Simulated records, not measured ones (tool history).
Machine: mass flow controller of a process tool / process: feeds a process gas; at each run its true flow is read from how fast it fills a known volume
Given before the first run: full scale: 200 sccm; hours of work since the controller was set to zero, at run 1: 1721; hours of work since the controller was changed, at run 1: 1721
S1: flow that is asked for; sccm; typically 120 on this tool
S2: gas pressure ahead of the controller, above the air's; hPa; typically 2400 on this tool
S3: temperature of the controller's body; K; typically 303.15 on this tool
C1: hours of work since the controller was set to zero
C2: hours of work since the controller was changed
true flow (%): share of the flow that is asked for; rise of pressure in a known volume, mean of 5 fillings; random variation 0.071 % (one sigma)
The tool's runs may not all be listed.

run 1 hour=0 | S1=120 S2=2400 S3=303.15 | C1=1721 C2=1721 | true_flow_(%)=100.04
run 2 hour=66.5 | S1=120 S2=2400 S3=303.15 | C1=1756 C2=1756 | true_flow_(%)=100.25
run 3 hour=158.2 | S1=120 S2=2400 S3=303.15 | C1=1805 C2=1805 | true_flow_(%)=100.14
run 4 hour=280.5 | S1=120 S2=2400 S3=303.15 | C1=1870 C2=1870 | true_flow_(%)=100.09
run 5 hour=402.9 | S1=120 S2=2400 S3=303.15 | C1=1935 C2=1935 | true_flow_(%)=100.17
run 6 hour=477.5 | S1=120 S2=2400 S3=303.15 | C1=1974 C2=1974 | true_flow_(%)=100.17
run 7 hour=564.4 | S1=120 S2=2400 S3=303.15 | C1=2021 C2=2021 | true_flow_(%)=99.91
run 8 hour=662.6 | S1=120 S2=2400 S3=303.15 | C1=2073 C2=2073 | true_flow_(%)=100.08
run 9 hour=761.8 | S1=114 S2=2400 S3=303.15 | C1=2125 C2=2125 | true_flow_(%)=99.88
run 10 hour=811.9 | S1=114 S2=2400 S3=303.15 | C1=2152 C2=2152 | true_flow_(%)=99.96
run 11 hour=881.4 | S1=114 S2=2400 S3=303.15 | C1=2189 C2=2189 | true_flow_(%)=99.99
run 12 hour=958.5 | S1=120 S2=2310 S3=303.15 | C1=2230 C2=2230 | true_flow_(%)=99.98
run 13 hour=1056.6 | S1=120 S2=2400 S3=303.15 | C1=2282 C2=2282 | true_flow_(%)=100.07
run 14 hour=1112.9 | S1=120 S2=2400 S3=303.15 | C1=2312 C2=2312 | true_flow_(%)=100.12
run 15 hour=1176.1 | S1=120 S2=2400 S3=303.15 | C1=2345 C2=2345 | true_flow_(%)=99.97
run 16 hour=1260.1 | S1=120 S2=2400 S3=293.15 | C1=2390 C2=2390 | true_flow_(%)=99.43
run 17 hour=1366.1 | S1=88 S2=2400 S3=296.15 | C1=2446 C2=2446 | true_flow_(%)=99.28
run 18 hour=1458.4 | S1=149 S2=1700 S3=312.15 | C1=2495 C2=2495 | true_flow_(%)=100.36
run 19 hour=1568.4 | S1=149 S2=1700 S3=312.15 | C1=2554 C2=2554 | true_flow_(%)=100.39
run 20 hour=1634.3 | S1=85 S2=2710 S3=302.15 | C1=2589 C2=2589 | true_flow_(%)=100.05
run 21 hour=1748.2 | S1=52 S2=2450 S3=312.15 | C1=2649 C2=2649 | true_flow_(%)=100.37
run 22 hour=1803.6 | S1=171 S2=2780 S3=303.15 | C1=2679 C2=2679 | true_flow_(%)=100.76
run 23 hour=1868.8 | S1=120 S2=1590 S3=303.15 | C1=2713 C2=2713 | true_flow_(%)=99.46
run 24 hour=1952.2 | S1=120 S2=2400 S3=303.15 | C1=2757 C2=2757 | true_flow_(%)=100.28
run 25 hour=2006.1 | S1=130 S2=1780 S3=303.15 | C1=2786 C2=2786 | true_flow_(%)=99.74
run 26 hour=2097.9 | S1=130 S2=1780 S3=303.15 | C1=2835 C2=2835 | true_flow_(%)=99.8
run 27 hour=2202.9 | S1=73 S2=1530 S3=311.15 | C1=2891 C2=2891 | true_flow_(%)=99.56
run 28 hour=2257.1 | S1=53 S2=1760 S3=306.15 | C1=2919 C2=2919 | true_flow_(%)=99.42
run 29 hour=2361.1 | S1=157 S2=2360 S3=294.15 | C1=2975 C2=2975 | true_flow_(%)=99.77
run 30 hour=2411.2 | S1=104 S2=1860 S3=303.15 | C1=3001 C2=3001 | true_flow_(%)=99.57
run 31 hour=2485.9 | S1=104 S2=2180 S3=302.15 | C1=3041 C2=3041 | true_flow_(%)=99.71
run 32 hour=2587.4 | S1=51 S2=2180 S3=312.15 | C1=3095 C2=3095 | true_flow_(%)=100.12

3 options for the next run, each taken on its own from the tool as it stands now. Forecast them:
run A hour=2699.6 | S1=120 S2=2530 S3=309.15 | C1=3154 C2=3154 | true_flow_(%)=?
run B hour=2699.6 | S1=69 S2=2180 S3=307.15 | C1=3154 C2=3154 | true_flow_(%)=?
run C hour=2699.6 | S1=104 S2=2180 S3=312.15 | C1=3154 C2=3154 | true_flow_(%)=?

run=A true_flow_(%)=100.73
run=B true_flow_(%)=99.83
run=C true_flow_(%)=100.57
Take away the tool's hidden state, keep each run's random variation, and the runs would have read:
run=A true_flow_(%)=100.72
run=B true_flow_(%)=99.83
run=C true_flow_(%)=100.57

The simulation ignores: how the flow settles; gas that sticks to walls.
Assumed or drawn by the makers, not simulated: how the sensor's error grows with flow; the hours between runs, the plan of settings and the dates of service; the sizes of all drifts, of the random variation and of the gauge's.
